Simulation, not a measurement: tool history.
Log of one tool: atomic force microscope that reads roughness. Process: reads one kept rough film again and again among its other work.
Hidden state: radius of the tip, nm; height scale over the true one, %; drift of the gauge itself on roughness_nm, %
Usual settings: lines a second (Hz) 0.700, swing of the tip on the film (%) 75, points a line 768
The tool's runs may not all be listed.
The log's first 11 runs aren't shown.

run,hour,lines a second (Hz),swing of the tip on the film (%),points a line,pictures with this tip,hours of work since the height scale was calibrated,roughness of the kept film (nm (root mean square))
12,91.4,0.700,75,735,32,214,2.821
13,98.9,0.700,75,735,40,219,2.844
14,105.8,0.700,71,768,47,224,2.850
15,114.7,0.700,75,394,56,230,2.834
16,121.6,0.700,75,394,64,234,2.826
17,133.0,0.700,75,768,75,242,2.813
18,142.0,0.700,75,768,85,248,2.845
19,151.5,0.700,75,785,95,254,2.817
20,160.6,0.700,75,768,104,260,2.828
21,167.1,0.700,75,768,111,264,2.849
22,175.8,0.700,75,768,120,270,2.844
23,185.7,0.700,75,768,130,277,2.833
24,193.8,0.700,75,768,139,282,2.836
25,201.8,0.700,85,768,147,287,2.810
26,207.4,0.700,85,768,153,291,2.808
27,216.9,0.700,85,768,163,297,2.784
28,225.9,0.700,85,768,172,303,2.779
29,233.9,2.329,57,611,181,309,2.830

Run 30 comes next. What will it give?
30,239.8,0.569,82,964,187,312,?

roughness of the kept film (nm (root mean square)): 2.827
Without the tool's hidden state the same run would have given roughness of the kept film (nm (root mean square)) 2.829.
